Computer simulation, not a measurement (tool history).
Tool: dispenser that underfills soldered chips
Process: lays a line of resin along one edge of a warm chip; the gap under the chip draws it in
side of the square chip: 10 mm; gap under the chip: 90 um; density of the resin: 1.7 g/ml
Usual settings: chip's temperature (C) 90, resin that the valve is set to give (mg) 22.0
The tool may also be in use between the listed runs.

| run | hour | chip's temperature (C) | resin that the valve is set to give (mg) | time until the resin shows at the far edge (s) | resin that the valve gave (mg) |
|---|---|---|---|---|---|
| 1 | 0.0 | 90 | 22.0 | 30.0 | 19.91 |
|  | 1.9 | new syringe of resin |
| 2 | 7.9 | 90 | 22.0 | 26.2 | 19.84 |
| 3 | 12.5 | 90 | 22.0 | 31.6 | 20.03 |
|  | 13.5 | new syringe of resin |
| 4 | 20.8 | 90 | 28.3 | 26.9 | 25.42 |
|  | 25.3 | new syringe of resin |
| 5 | 28.8 | 90 | 22.0 | 23.2 | 19.63 |
|  | 34.3 | dispensing valve cleaned and set on the balance |
| 6 | 36.6 | 90 | 23.7 | 29.9 | 23.54 |
|  | 37.9 | new syringe of resin |
| 7 | 41.0 | 90 | 23.7 | 21.4 | 23.54 |
| 8 | 45.0 | 90 | 22.0 | 25.7 | 21.90 |
|  | 49.7 | new syringe of resin |
| 9 | 53.5 | 90 | 22.0 | 22.8 | 21.62 |
| 10 | 57.9 | 90 | 22.0 | 28.4 | 21.49 |
|  | 61.2 | new syringe of resin |
| 11 | 65.7 | 90 | 22.0 | 22.8 | 21.60 |
| 12 | 70.4 | 90 | 22.0 | 29.6 | 21.39 |
|  | 72.8 | new syringe of resin |
| 13 | 78.4 | 90 | 22.0 | 24.4 | 21.40 |
|  | 84.3 | new syringe of resin |
| 14 | 86.1 | 90 | 22.0 | 21.1 | 21.42 |
| 15 | 89.7 | 90 | 22.0 | 25.2 | 21.24 |
|  | 96.2 | new syringe of resin |
| 16 | 96.8 | 88 | 22.0 | 20.8 | 21.00 |
| 17 | 102.6 | 90 | 22.0 | 25.6 | 21.13 |
|  | 107.8 | new syringe of resin |
| 18 | 108.2 | 90 | 22.0 | 20.5 | 20.89 |
| 19 | 114.5 | 81 | 26.8 | 33.5 | 25.35 |
|  | 119.2 | new syringe of resin |
| 20 | 119.2 | 81 | 26.8 | 24.3 | 25.39 |
| 21 | 123.4 | 90 | 23.7 | 22.7 | 22.39 |

The next listed run, before its measurement:
| 22 | 127.5 | 98 | 23.7 | ? | ? |

{"run 22": {"time until the resin shows at the far edge (s)": 21.2, "resin that the valve gave (mg)": 22.23}}
Without the tool's hidden state the same run would have given time until the resin shows at the far edge (s) 14.5, resin that the valve gave (mg) 23.65.
